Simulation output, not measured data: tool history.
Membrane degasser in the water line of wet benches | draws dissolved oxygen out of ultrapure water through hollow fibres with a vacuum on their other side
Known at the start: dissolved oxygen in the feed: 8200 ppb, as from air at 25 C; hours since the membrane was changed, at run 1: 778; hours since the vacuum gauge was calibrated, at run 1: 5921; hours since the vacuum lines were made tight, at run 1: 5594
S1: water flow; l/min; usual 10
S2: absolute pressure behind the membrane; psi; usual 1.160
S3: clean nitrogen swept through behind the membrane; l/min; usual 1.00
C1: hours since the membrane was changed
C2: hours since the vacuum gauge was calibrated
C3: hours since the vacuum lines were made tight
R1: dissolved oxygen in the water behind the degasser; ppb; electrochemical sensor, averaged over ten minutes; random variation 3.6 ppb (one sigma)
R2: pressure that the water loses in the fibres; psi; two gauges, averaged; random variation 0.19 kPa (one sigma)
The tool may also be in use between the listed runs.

Run 1, hour 0.0: usual settings; C1 778; C2 5921; C3 5594. Result: R1 357.7 ppb, R2 5.465 psi.
Run 2, hour 29.3: usual settings; C1 807; C2 5951; C3 5623. Result: R1 357.3 ppb, R2 5.449 psi.
Run 3, hour 67.2: usual settings; C1 845; C2 5988; C3 5661. Result: R1 353.8 ppb, R2 5.503 psi.
Run 4, hour 102.4: usual settings; C1 880; C2 6024; C3 5696. Result: R1 360.4 ppb, R2 5.440 psi.
Run 5, hour 151.1: usual settings; C1 929; C2 6072; C3 5745. Result: R1 359.8 ppb, R2 5.520 psi.
Run 6, hour 195.6: usual settings but S2 1.637 psi; C1 974; C2 6117; C3 5789. Result: R1 420.8 ppb, R2 5.459 psi.
Run 7, hour 243.2: usual settings but S1 8 l/min, S2 1.637 psi; C1 1021; C2 6164; C3 5837. Result: R1 275.7 ppb, R2 4.377 psi.
Run 8, hour 277.0: usual settings but S2 1.637 psi; C1 1055; C2 6198; C3 5871. Result: R1 429.3 ppb, R2 5.477 psi.
Run 9, hour 331.7: usual settings but S1 8 l/min; C1 1110; C2 6253; C3 5925. Result: R1 215.6 ppb, R2 4.353 psi.
Run 10, hour 370.5: usual settings; C1 1149; C2 6292; C3 5964. Result: R1 363.1 ppb, R2 5.471 psi.
Run 11, hour 408.4: usual settings; C1 1187; C2 6330; C3 6002. Result: R1 353.5 ppb, R2 5.462 psi.
Run 12, hour 436.7: usual settings but S3 1.60 l/min; C1 1215; C2 6358; C3 6030. Result: R1 312.3 ppb, R2 5.397 psi.
Run 13, hour 479.1: usual settings but S3 1.60 l/min; C1 1257; C2 6400; C3 6073. Result: R1 320.3 ppb, R2 5.439 psi.
Run 14, hour 511.7: usual settings but S3 1.60 l/min; C1 1290; C2 6433; C3 6105. Result: R1 320.6 ppb, R2 5.442 psi.
Run 15, hour 538.9: usual settings but S1 7 l/min; C1 1317; C2 6460; C3 6132. Result: R1 161.0 ppb, R2 3.819 psi.
Run 16, hour 567.8: usual settings but S1 7 l/min; C1 1346; C2 6489; C3 6161. Result: R1 159.5 ppb, R2 3.770 psi.
Run 17, hour 598.8: usual settings but S1 7 l/min; C1 1377; C2 6520; C3 6192. Result: R1 157.7 ppb, R2 3.755 psi.
Run 18, hour 622.3: usual settings but S1 7 l/min; C1 1400; C2 6543; C3 6216. Result: R1 158.8 ppb, R2 3.759 psi.
Run 19, hour 652.7: usual settings but S1 8 l/min, S2 1.286 psi, S3 2.35 l/min; C1 1431; C2 6574; C3 6246. Result: R1 174.8 ppb, R2 4.389 psi.
Run 20, hour 696.7: usual settings but S2 1.314 psi, S3 2.07 l/min; C1 1475; C2 6618; C3 6290. Result: R1 313.8 ppb, R2 5.356 psi.
Run 21, hour 726.1: usual settings but S2 1.314 psi, S3 2.07 l/min; C1 1504; C2 6647; C3 6320. Result: R1 318.2 ppb, R2 5.424 psi.
Run 22, hour 774.6: usual settings but S2 1.479 psi; C1 1553; C2 6696; C3 6368. Result: R1 408.3 ppb, R2 5.340 psi.
Run 23, hour 823.1: usual settings but S1 8 l/min, S2 0.763 psi, S3 0.74 l/min; C1 1601; C2 6744; C3 6417. Result: R1 175.1 ppb, R2 4.319 psi.
Run 24, hour 875.7: usual settings but S1 8 l/min, S2 0.763 psi, S3 0.74 l/min; C1 1654; C2 6797; C3 6469. Result: R1 179.0 ppb, R2 4.373 psi.
Run 25, hour 923.4: usual settings but S1 8 l/min, S2 0.763 psi, S3 0.74 l/min; C1 1701; C2 6845; C3 6517. Result: R1 175.8 ppb, R2 4.283 psi.
Run 26, hour 946.4: usual settings but S1 13 l/min, S2 1.716 psi, S3 0.49 l/min; C1 1724; C2 6868; C3 6540. Result: R1 924.3 ppb, R2 6.972 psi.
Run 27, hour 988.2: usual settings but S1 13 l/min, S2 1.839 psi, S3 0.87 l/min; C1 1766; C2 6909; C3 6582. Result: R1 758.1 ppb, R2 6.968 psi.
Run 28, hour 1018.7: usual settings but S2 2.476 psi, S3 2.23 l/min; C1 1797; C2 6940; C3 6612. Result: R1 392.1 ppb, R2 5.406 psi.
Run 29, hour 1041.5: usual settings but S1 7 l/min, S2 2.476 psi, S3 1.91 l/min; C1 1820; C2 6963; C3 6635. Result: R1 199.5 ppb, R2 3.778 psi.
Run 30, hour 1073.0: usual settings but S1 7 l/min, S2 2.476 psi, S3 1.91 l/min; C1 1851; C2 6994; C3 6667. Result: R1 198.8 ppb, R2 3.829 psi.

5 ways to go on from here, each from the tool as it stands after run 30. What would each give?
Run A, hour 1096.1: usual settings but S3 2.40 l/min; C1 1874; C2 7017; C3 6690. Result: R1 ?, R2 ?.
Run B, hour 1096.1: usual settings but S1 9 l/min, S2 2.498 psi, S3 1.91 l/min; C1 1874; C2 7017; C3 6690. Result: R1 ?, R2 ?.
Run C, hour 1096.1: usual settings but S2 2.544 psi, S3 1.21 l/min; C1 1874; C2 7017; C3 6690. Result: R1 ?, R2 ?.
Run D, hour 1096.1: usual settings but S1 11 l/min, S2 1.449 psi, S3 0.47 l/min; C1 1874; C2 7017; C3 6690. Result: R1 ?, R2 ?.
Run E, hour 1096.1: usual settings but S1 7 l/min, S2 2.770 psi, S3 0.91 l/min; C1 1874; C2 7017; C3 6690. Result: R1 ?, R2 ?.

run     R1     R2
  A  300.0  5.352
  B  337.1  4.837
  C  507.2  5.382
  D  635.2  5.918
  E  358.7  3.756
Without the tool's hidden state the same runs would have given:
run     R1     R2
  A  299.6  5.475
  B  336.5  4.947
  C  506.3  5.506
  D  634.2  6.052
  E  357.7  3.842

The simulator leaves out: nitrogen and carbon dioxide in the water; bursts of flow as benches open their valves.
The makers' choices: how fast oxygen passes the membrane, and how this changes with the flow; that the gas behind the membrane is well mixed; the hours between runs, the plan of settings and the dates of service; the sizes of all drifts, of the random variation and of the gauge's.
